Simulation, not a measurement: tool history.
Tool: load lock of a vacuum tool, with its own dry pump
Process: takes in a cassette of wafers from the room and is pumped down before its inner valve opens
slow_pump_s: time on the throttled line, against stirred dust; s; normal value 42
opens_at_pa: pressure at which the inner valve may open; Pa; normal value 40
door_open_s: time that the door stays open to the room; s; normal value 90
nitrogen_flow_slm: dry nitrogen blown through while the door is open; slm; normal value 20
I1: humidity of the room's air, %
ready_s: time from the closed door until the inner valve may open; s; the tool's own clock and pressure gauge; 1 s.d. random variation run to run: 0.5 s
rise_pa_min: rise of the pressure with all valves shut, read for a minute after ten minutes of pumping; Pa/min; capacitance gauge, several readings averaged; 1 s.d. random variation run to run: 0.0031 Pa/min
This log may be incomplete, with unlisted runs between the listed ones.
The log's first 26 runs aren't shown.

run 27 hour=5476.3 | slow_pump_s=42 opens_at_pa=31 door_open_s=25 nitrogen_flow_slm=20 | I1=45.4 | ready_s=68.3 rise_pa_min=0.239
run 28 hour=5677.2 | slow_pump_s=42 opens_at_pa=31 door_open_s=126 nitrogen_flow_slm=20 | I1=44.8 | ready_s=69.9 rise_pa_min=0.286
run 29 hour=5958.9 | slow_pump_s=25 opens_at_pa=56 door_open_s=58 nitrogen_flow_slm=27 | I1=45.2 | ready_s=53.1 rise_pa_min=0.267
run 30 hour=6210 | slow_pump_s=25 opens_at_pa=56 door_open_s=58 nitrogen_flow_slm=27 | I1=41.2 | ready_s=54.2 rise_pa_min=0.274
run 31 hour=6476.1 | slow_pump_s=25 opens_at_pa=56 door_open_s=58 nitrogen_flow_slm=27 | I1=43.4 | ready_s=53.6 rise_pa_min=0.276
run 32 hour=6606.1 | slow_pump_s=80 opens_at_pa=40 door_open_s=87 nitrogen_flow_slm=5 | I1=50.5 | ready_s=95.7 rise_pa_min=0.335
run 33 hour=6831 | slow_pump_s=42 opens_at_pa=31 door_open_s=184 nitrogen_flow_slm=8 | I1=43.3 | ready_s=69.7 rise_pa_min=0.356
run 34 hour=7060.7 | slow_pump_s=36 opens_at_pa=40 door_open_s=90 nitrogen_flow_slm=20 | I1=46.9 | ready_s=63.2 rise_pa_min=0.307
run 35 hour=7299.3 | slow_pump_s=74 opens_at_pa=40 door_open_s=48 nitrogen_flow_slm=5 | I1=44.4 | ready_s=92.8 rise_pa_min=0.319
run 36 hour=7499.4 | slow_pump_s=52 opens_at_pa=40 door_open_s=78 nitrogen_flow_slm=33 | I1=46.9 | ready_s=76.7 rise_pa_min=0.311

Alternative continuations, all from the tool just after run 36; predict every row:
run A hour=7680 | slow_pump_s=22 opens_at_pa=40 door_open_s=159 nitrogen_flow_slm=33 | I1=46.8 | ready_s=? rise_pa_min=?
run B hour=7680 | slow_pump_s=52 opens_at_pa=50 door_open_s=148 nitrogen_flow_slm=21 | I1=44.6 | ready_s=? rise_pa_min=?
run C hour=7680 | slow_pump_s=63 opens_at_pa=72 door_open_s=78 nitrogen_flow_slm=33 | I1=45.6 | ready_s=? rise_pa_min=?
run D hour=7680 | slow_pump_s=52 opens_at_pa=40 door_open_s=144 nitrogen_flow_slm=5 | I1=45.2 | ready_s=? rise_pa_min=?

run=A ready_s=53.8 rise_pa_min=0.332
run=B ready_s=76.8 rise_pa_min=0.348
run=C ready_s=80.7 rise_pa_min=0.313
run=D ready_s=76.1 rise_pa_min=0.373
The same runs, with their run-to-run variation unchanged, on a tool lacking any hidden condition would have given:
run=A ready_s=52.3 rise_pa_min=0.063
run=B ready_s=75.7 rise_pa_min=0.076
run=C ready_s=79.8 rise_pa_min=0.046
run=D ready_s=74.9 rise_pa_min=0.106
